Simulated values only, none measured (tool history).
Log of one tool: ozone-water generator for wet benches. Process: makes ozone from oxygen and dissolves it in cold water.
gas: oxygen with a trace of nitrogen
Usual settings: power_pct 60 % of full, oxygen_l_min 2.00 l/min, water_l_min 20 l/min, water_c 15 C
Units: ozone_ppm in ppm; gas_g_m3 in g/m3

{"run": 1, "hour": 0.0, "power_pct": 60, "oxygen_l_min": 2.0, "water_l_min": 20, "water_c": 15, "ozone_ppm": 10.0, "gas_g_m3": 185.5}
{"run": 2, "hour": 49.8, "power_pct": 60, "oxygen_l_min": 2.0, "water_l_min": 17, "water_c": 15, "ozone_ppm": 11.8, "gas_g_m3": 188.1}
{"run": 3, "hour": 107.0, "power_pct": 60, "oxygen_l_min": 2.0, "water_l_min": 17, "water_c": 15, "ozone_ppm": 11.7, "gas_g_m3": 186.3}
{"run": 4, "hour": 153.9, "power_pct": 60, "oxygen_l_min": 2.0, "water_l_min": 17, "water_c": 15, "ozone_ppm": 11.6, "gas_g_m3": 184.9}
{"run": 5, "hour": 203.7, "power_pct": 60, "oxygen_l_min": 2.0, "water_l_min": 20, "water_c": 15, "ozone_ppm": 10.0, "gas_g_m3": 185.5}
{"run": 6, "hour": 293.1, "power_pct": 73, "oxygen_l_min": 2.0, "water_l_min": 20, "water_c": 15, "ozone_ppm": 11.4, "gas_g_m3": 217.6}
{"run": 7, "hour": 346.4, "power_pct": 73, "oxygen_l_min": 2.0, "water_l_min": 20, "water_c": 15, "ozone_ppm": 11.4, "gas_g_m3": 215.3}
{"run": 8, "hour": 427.7, "power_pct": 60, "oxygen_l_min": 2.0, "water_l_min": 14, "water_c": 15, "ozone_ppm": 13.6, "gas_g_m3": 186.8}
{"run": 9, "hour": 522.0, "power_pct": 60, "oxygen_l_min": 2.0, "water_l_min": 14, "water_c": 15, "ozone_ppm": 13.8, "gas_g_m3": 184.7}
{"run": 10, "hour": 568.8, "power_pct": 60, "oxygen_l_min": 2.0, "water_l_min": 20, "water_c": 15, "ozone_ppm": 9.6, "gas_g_m3": 182.1}
{"run": 11, "hour": 633.0, "power_pct": 60, "oxygen_l_min": 2.0, "water_l_min": 20, "water_c": 15, "ozone_ppm": 9.8, "gas_g_m3": 183.5}
{"run": 12, "hour": 723.3, "power_pct": 60, "oxygen_l_min": 1.96, "water_l_min": 20, "water_c": 15, "ozone_ppm": 9.4, "gas_g_m3": 183.9}
{"run": 13, "hour": 808.2, "power_pct": 60, "oxygen_l_min": 1.96, "water_l_min": 20, "water_c": 16, "ozone_ppm": 9.4, "gas_g_m3": 183.5}
{"run": 14, "hour": 865.4, "power_pct": 60, "oxygen_l_min": 1.96, "water_l_min": 20, "water_c": 16, "ozone_ppm": 9.5, "gas_g_m3": 182.7}
{"run": 15, "hour": 934.6, "power_pct": 87, "oxygen_l_min": 1.96, "water_l_min": 20, "water_c": 16, "ozone_ppm": 12.2, "gas_g_m3": 241.1}
{"run": 16, "hour": 1016.8, "power_pct": 83, "oxygen_l_min": 1.09, "water_l_min": 20, "water_c": 16, "ozone_ppm": 10.5, "gas_g_m3": 327.3}
{"run": 17, "hour": 1098.7, "power_pct": 60, "oxygen_l_min": 2.0, "water_l_min": 22, "water_c": 8, "ozone_ppm": 8.9, "gas_g_m3": 179.9}
{"run": 18, "hour": 1193.4, "power_pct": 60, "oxygen_l_min": 3.08, "water_l_min": 22, "water_c": 21, "ozone_ppm": 8.7, "gas_g_m3": 139.6}
{"run": 19, "hour": 1241.8, "power_pct": 60, "oxygen_l_min": 3.08, "water_l_min": 27, "water_c": 21, "ozone_ppm": 7.1, "gas_g_m3": 140.7}
{"run": 20, "hour": 1317.3, "power_pct": 61, "oxygen_l_min": 3.08, "water_l_min": 30, "water_c": 10, "ozone_ppm": 7.3, "gas_g_m3": 140.5}
{"run": 21, "hour": 1365.2, "power_pct": 60, "oxygen_l_min": 2.52, "water_l_min": 20, "water_c": 15, "ozone_ppm": 9.8, "gas_g_m3": 155.5}
{"run": 22, "hour": 1436.7, "power_pct": 60, "oxygen_l_min": 2.0, "water_l_min": 20, "water_c": 14, "ozone_ppm": 9.3, "gas_g_m3": 175.6}
{"run": 23, "hour": 1491.3, "power_pct": 60, "oxygen_l_min": 2.0, "water_l_min": 20, "water_c": 14, "ozone_ppm": 9.3, "gas_g_m3": 178.8}

The next listed run, before its measurement:
{"run": 24, "hour": 1578.5, "power_pct": 60, "oxygen_l_min": 2.0, "water_l_min": 20, "water_c": 14, "ozone_ppm": "?", "gas_g_m3": "?"}

Run 24 gave ozone_ppm 9.3 ppm, gas_g_m3 176.4 g/m3.
Without the tool's hidden state the same run would have given ozone_ppm 10.3 ppm, gas_g_m3 190.1 g/m3.
